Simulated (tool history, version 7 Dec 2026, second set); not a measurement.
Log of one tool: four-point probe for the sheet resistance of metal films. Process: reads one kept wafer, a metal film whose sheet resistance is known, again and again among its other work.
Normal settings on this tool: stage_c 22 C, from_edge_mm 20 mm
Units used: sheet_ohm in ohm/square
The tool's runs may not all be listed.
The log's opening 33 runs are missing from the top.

run,hour,stage_c,from_edge_mm,sheet_ohm
34,1981.2,22,5,0.055677
35,2020.3,27,20,0.053743
36,2072.7,28,44,0.053562
37,2154.8,18,5,0.05588
38,2215.8,23,20,0.053903
39,2257.2,23,20,0.053909
40,2320.8,21,72,0.053904
41,2374.7,19,9,0.054601
42,2415.2,33,27,0.053362
43,2475.8,24,13,0.054

Alternative continuations, all from the tool just after run 43; predict every row:
A,2520.7,27,27,?
B,2520.7,25,24,?
C,2520.7,19,3,?
D,2520.7,33,4,?
E,2520.7,24,13,?

run,sheet_ohm
A,0.053648
B,0.053775
C,0.05871
D,0.056016
E,0.054031
What these runs would have given with no unlogged condition in the tool:
run,sheet_ohm
A,0.05386
B,0.053986
C,0.058938
D,0.056237
E,0.054244
